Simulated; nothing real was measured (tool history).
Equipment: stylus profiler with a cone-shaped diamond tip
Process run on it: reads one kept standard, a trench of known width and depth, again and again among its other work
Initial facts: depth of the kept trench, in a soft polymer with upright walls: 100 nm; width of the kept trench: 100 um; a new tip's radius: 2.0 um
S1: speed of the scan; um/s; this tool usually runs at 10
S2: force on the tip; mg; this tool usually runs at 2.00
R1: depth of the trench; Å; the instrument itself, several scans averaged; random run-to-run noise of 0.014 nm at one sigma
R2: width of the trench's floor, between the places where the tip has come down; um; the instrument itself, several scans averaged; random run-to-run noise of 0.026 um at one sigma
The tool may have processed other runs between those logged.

| run | hour | S1 | S2 | R1 | R2 |
|---|---|---|---|---|---|
| 1 | 0.0 | 10 | 2.00 | 1011.0 | 98.66 |
| 2 | 60.8 | 10 | 2.45 | 1012.6 | 98.64 |
| 3 | 189.0 | 10 | 2.45 | 1012.8 | 98.67 |
| 4 | 323.5 | 10 | 2.62 | 1013.0 | 98.60 |
| 5 | 399.0 | 10 | 2.62 | 1012.7 | 98.63 |
| 6 | 539.6 | 10 | 2.62 | 1013.1 | 98.63 |
| 7 | 611.2 | 10 | 2.62 | 1013.1 | 98.60 |
| 8 | 732.8 | 10 | 2.62 | 1013.0 | 98.57 |
| 9 | 795.1 | 10 | 2.00 | 1010.7 | 98.59 |
| 10 | 884.1 | 10 | 2.00 | 1010.5 | 98.57 |
| 11 | 972.4 | 10 | 2.00 | 1010.5 | 98.57 |
| 12 | 1062.8 | 10 | 2.00 | 1010.5 | 98.55 |
| 13 | 1188.9 | 10 | 2.00 | 1010.0 | 98.57 |
| 14 | 1311.6 | 10 | 2.00 | 1010.2 | 98.57 |
| 15 | 1368.1 | 10 | 2.00 | 1010.0 | 98.55 |
| 16 | 1450.1 | 10 | 2.00 | 1009.8 | 98.50 |
| 17 | 1585.6 | 10 | 2.00 | 1009.7 | 98.51 |
|  | 1638.7 | height scale calibrated on a step standard |
| 18 | 1672.3 | 10 | 2.00 | 1012.0 | 98.49 |
| 19 | 1774.5 | 10 | 2.00 | 1011.7 | 98.51 |
| 20 | 1866.4 | 10 | 3.98 | 1018.8 | 98.52 |
| 21 | 1970.2 | 10 | 2.00 | 1011.8 | 98.50 |
| 22 | 2104.1 | 10 | 2.00 | 1011.8 | 98.45 |
| 23 | 2237.2 | 10 | 2.00 | 1011.3 | 98.47 |
| 24 | 2331.4 | 12 | 1.56 | 1009.4 | 98.49 |
| 25 | 2469.8 | 4 | 5.27 | 1022.2 | 98.48 |
| 26 | 2583.3 | 4 | 5.27 | 1021.9 | 98.43 |
| 27 | 2703.7 | 4 | 3.68 | 1017.1 | 98.44 |
| 28 | 2838.4 | 32 | 0.98 | 1006.5 | 98.39 |
| 29 | 2967.9 | 8 | 1.38 | 1008.1 | 98.38 |
| 30 | 3061.5 | 10 | 2.58 | 1012.8 | 98.41 |
| 31 | 3189.3 | 32 | 1.90 | 1010.4 | 98.34 |
| 32 | 3323.4 | 2 | 0.67 | 1004.3 | 98.41 |
| 33 | 3404.1 | 36 | 2.22 | 1011.7 | 98.35 |
| 34 | 3498.6 | 9 | 1.71 | 1008.9 | 98.39 |
| 35 | 3557.9 | 7 | 2.08 | 1010.6 | 98.38 |
| 36 | 3622.3 | 7 | 2.08 | 1010.4 | 98.37 |
| 37 | 3695.9 | 10 | 0.86 | 1004.8 | 98.28 |
| 38 | 3811.5 | 2 | 3.03 | 1014.0 | 98.36 |
| 39 | 3916.9 | 17 | 1.83 | 1009.2 | 98.31 |
|  | 3984.4 | height scale calibrated on a step standard |
| 40 | 4010.8 | 17 | 1.83 | 1011.0 | 98.33 |
| 41 | 4078.5 | 8 | 2.95 | 1015.0 | 98.35 |
| 42 | 4205.1 | 8 | 2.43 | 1013.1 | 98.38 |
| 43 | 4298.1 | 19 | 2.00 | 1011.4 | 98.27 |
| 44 | 4380.8 | 19 | 2.00 | 1011.3 | 98.29 |
| 45 | 4513.9 | 10 | 2.39 | 1012.9 | 98.33 |
| 46 | 4601.4 | 19 | 5.13 | 1021.6 | 98.33 |

Predict each of these 3 candidate next runs independently; none follows another, all start after run 46:
| A | 4678.5 | 8 | 4.21 | ? | ? |
| B | 4678.5 | 6 | 1.80 | ? | ? |
| C | 4678.5 | 12 | 3.31 | ? | ? |

| run | R1 | R2 |
|---|---|---|
| A | 1018.5 | 98.29 |
| B | 1010.1 | 98.32 |
| C | 1015.8 | 98.26 |
Had the tool no hidden state, the same runs would have come out as:
| run | R1 | R2 |
|---|---|---|
| A | 1019.5 | 98.73 |
| B | 1011.1 | 98.75 |
| C | 1016.8 | 98.69 |
